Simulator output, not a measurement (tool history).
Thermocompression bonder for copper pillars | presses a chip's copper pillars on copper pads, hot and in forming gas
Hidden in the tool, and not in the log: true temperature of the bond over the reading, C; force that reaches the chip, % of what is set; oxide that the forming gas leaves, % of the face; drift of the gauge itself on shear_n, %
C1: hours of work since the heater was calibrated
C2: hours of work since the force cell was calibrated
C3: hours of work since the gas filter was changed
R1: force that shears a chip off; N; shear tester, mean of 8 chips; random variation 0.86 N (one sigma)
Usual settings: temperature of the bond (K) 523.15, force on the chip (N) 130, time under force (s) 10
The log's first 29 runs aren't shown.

run 30 hour=478.2 | temperature_of_the_bond_(K)=522.15 force_on_the_chip_(N)=172 time_under_force_(s)=13 | C1=744 C2=33 C3=59 | R1=83.2
run 31 hour=495.7 | temperature_of_the_bond_(K)=497.15 force_on_the_chip_(N)=82 time_under_force_(s)=10 | C1=755 C2=44 C3=70 | R1=36.8
run 32 hour=514.6 | temperature_of_the_bond_(K)=523.15 force_on_the_chip_(N)=130 time_under_force_(s)=16 | C1=767 C2=56 C3=82 | R1=76.7
run 33 hour=527.0 | temperature_of_the_bond_(K)=540.15 force_on_the_chip_(N)=81 time_under_force_(s)=21 | C1=775 C2=64 C3=90 | R1=82.7
-- hour=543.2 force cell calibrated, once more
run 34 hour=550.5 | temperature_of_the_bond_(K)=519.15 force_on_the_chip_(N)=118 time_under_force_(s)=11 | C1=789 C2=5 C3=104 | R1=63.1
run 35 hour=569.6 | temperature_of_the_bond_(K)=519.15 force_on_the_chip_(N)=118 time_under_force_(s)=11 | C1=801 C2=17 C3=116 | R1=62.2
run 36 hour=580.3 | temperature_of_the_bond_(K)=519.15 force_on_the_chip_(N)=118 time_under_force_(s)=11 | C1=807 C2=23 C3=122 | R1=62.0
-- hour=587.4 forming gas filter changed
run 37 hour=600.7 | temperature_of_the_bond_(K)=539.15 force_on_the_chip_(N)=98 time_under_force_(s)=11 | C1=820 C2=36 C3=8 | R1=80.0
run 38 hour=620.2 | temperature_of_the_bond_(K)=523.15 force_on_the_chip_(N)=130 time_under_force_(s)=22 | C1=832 C2=48 C3=21 | R1=88.8
run 39 hour=640.9 | temperature_of_the_bond_(K)=539.15 force_on_the_chip_(N)=79 time_under_force_(s)=20 | C1=845 C2=61 C3=34 | R1=82.6
run 40 hour=660.5 | temperature_of_the_bond_(K)=539.15 force_on_the_chip_(N)=79 time_under_force_(s)=13 | C1=857 C2=73 C3=46 | R1=75.1
run 41 hour=683.4 | temperature_of_the_bond_(K)=522.15 force_on_the_chip_(N)=191 time_under_force_(s)=13 | C1=872 C2=88 C3=60 | R1=84.4

3 ways to go on from here, each from the tool as it stands after run 41. What would each give?
run A hour=705.3 | temperature_of_the_bond_(K)=522.15 force_on_the_chip_(N)=191 time_under_force_(s)=12 | C1=885 C2=101 C3=74 | R1=?
run B hour=705.3 | temperature_of_the_bond_(K)=523.15 force_on_the_chip_(N)=135 time_under_force_(s)=11 | C1=885 C2=101 C3=74 | R1=?
run C hour=705.3 | temperature_of_the_bond_(K)=523.15 force_on_the_chip_(N)=130 time_under_force_(s)=6 | C1=885 C2=101 C3=74 | R1=?

run=A R1=82.6
run=B R1=72.2
run=C R1=60.6
Without the tool's hidden state the same runs would have given:
run=A R1=83.9
run=B R1=72.3
run=C R1=59.8

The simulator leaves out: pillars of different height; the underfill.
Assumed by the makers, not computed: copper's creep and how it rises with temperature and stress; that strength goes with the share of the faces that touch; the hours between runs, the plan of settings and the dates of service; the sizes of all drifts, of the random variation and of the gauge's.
